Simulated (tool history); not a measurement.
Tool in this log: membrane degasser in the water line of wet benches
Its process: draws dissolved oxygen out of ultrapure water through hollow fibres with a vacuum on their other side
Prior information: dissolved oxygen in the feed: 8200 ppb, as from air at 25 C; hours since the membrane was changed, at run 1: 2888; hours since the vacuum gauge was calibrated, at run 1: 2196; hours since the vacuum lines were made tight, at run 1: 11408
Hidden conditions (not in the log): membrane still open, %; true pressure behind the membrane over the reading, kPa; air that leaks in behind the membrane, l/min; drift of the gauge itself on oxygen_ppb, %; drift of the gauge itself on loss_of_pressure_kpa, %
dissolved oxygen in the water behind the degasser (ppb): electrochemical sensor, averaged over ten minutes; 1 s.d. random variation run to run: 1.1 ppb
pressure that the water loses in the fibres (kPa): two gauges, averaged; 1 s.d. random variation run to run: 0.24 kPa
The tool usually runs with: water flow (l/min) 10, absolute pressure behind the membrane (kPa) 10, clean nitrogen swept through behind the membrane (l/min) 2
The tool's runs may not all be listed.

run,hour,water flow (l/min),absolute pressure behind the membrane (kPa),clean nitrogen swept through behind the membrane (l/min),hours since the membrane was changed,hours since the vacuum gauge was calibrated,hours since the vacuum lines were made tight,dissolved oxygen in the water behind the degasser (ppb),pressure that the water loses in the fibres (kPa)
1,0,10,10,2,2888,2196,11408,117.6,63.26
2,167.9,10,10,2,3056,2364,11575,118.7,63.37
3,366.9,10,10,2,3255,2563,11774,117.6,63.1
4,455.6,10,10,2,3344,2651,11863,114,63.53
5,562.1,10,10,2.07,3450,2758,11970,114.4,63.57
6,761.4,10,10,3.1,3650,2957,12169,87.5,63.38
7,873.6,10,10,2,3762,3070,12281,116.7,63.46
8,1075.3,10,10,2,3964,3271,12483,117.4,63.55
9,1261.4,10,10,2,4150,3457,12669,118.5,64.08
10,1401.4,10,10,2,4290,3597,12809,117.9,63.55
11,1596.2,10,10,2,4485,3792,13004,117.9,63.85
12,1693,13,10,2,4581,3889,13101,161.1,82.91
13,1867.3,13,10,2,4756,4063,13275,165.5,82.54
14,2030.9,13,10,2,4919,4227,13438,166.2,83.05
15,2146.9,11,21.3,1.07,5035,4343,13554,463.1,70.03
# hour 2155.8: vacuum gauge calibrated
16,2322.1,11,21.3,1.07,5210,166,13729,471,70
17,2417.7,11,15.6,4.2,5306,262,13825,122.9,70.43
18,2501.4,11,17.6,0.99,5389,346,13908,413.9,70.15
19,2649.5,8,7.9,2,5537,494,14057,72.4,50.92
20,2838,8,7.9,2,5726,682,14245,72.8,51.24
21,2993,14,10,2,5881,837,14400,183.1,89.09
# hour 3054.5: seals of the vacuum lines changed
22,3145.1,8,14.8,0.88,6031,987,91,270.7,51.33
23,3335.3,15,6.3,1.88,6221,1178,281,133.6,96.15
# hour 3346.1: vacuum gauge calibrated, once more
24,3507.7,13,10.6,3.71,6393,162,453,118.3,83.26
25,3604.3,8,21.1,1.71,6490,258,549,221.3,51.45
26,3759.9,9,17.6,2,6645,414,705,185.2,57.43

Hidden condition of the tool, last listed run before each entry between runs versus first listed run after:
Run 15 -> run 16: vacuum gauge calibrated (hour 2155.8)
  membrane still open, %: 98.2 -> 98.1; true pressure behind the membrane over the reading, kPa: 0.21 -> 0.31; air that leaks in behind the membrane, l/min: 0.0161 -> 0.0163
  measured less the result without the state, dissolved oxygen in the water behind the degasser (ppb): +20.3 -> +23.2; pressure that the water loses in the fibres (kPa): +1.27 -> +1.32
Run 21 -> run 22: seals of the vacuum lines changed (hour 3054.5)
  membrane still open, %: 97.9 -> 97.8; air that leaks in behind the membrane, l/min: 0.0171 -> 0.003
  measured less the result without the state, dissolved oxygen in the water behind the degasser (ppb): +14.9 -> +10.2; pressure that the water loses in the fibres (kPa): +1.9 -> +1.11
Run 23 -> run 24: vacuum gauge calibrated, once more (hour 3346.1)
  membrane still open, %: 97.8 -> 97.7; true pressure behind the membrane over the reading, kPa: 0.35 -> 0; air that leaks in behind the membrane, l/min: 0.0032 -> 0.0034
  measured less the result without the state, dissolved oxygen in the water behind the degasser (ppb): +13.7 -> +6.1; pressure that the water loses in the fibres (kPa): +2.16 -> +1.92
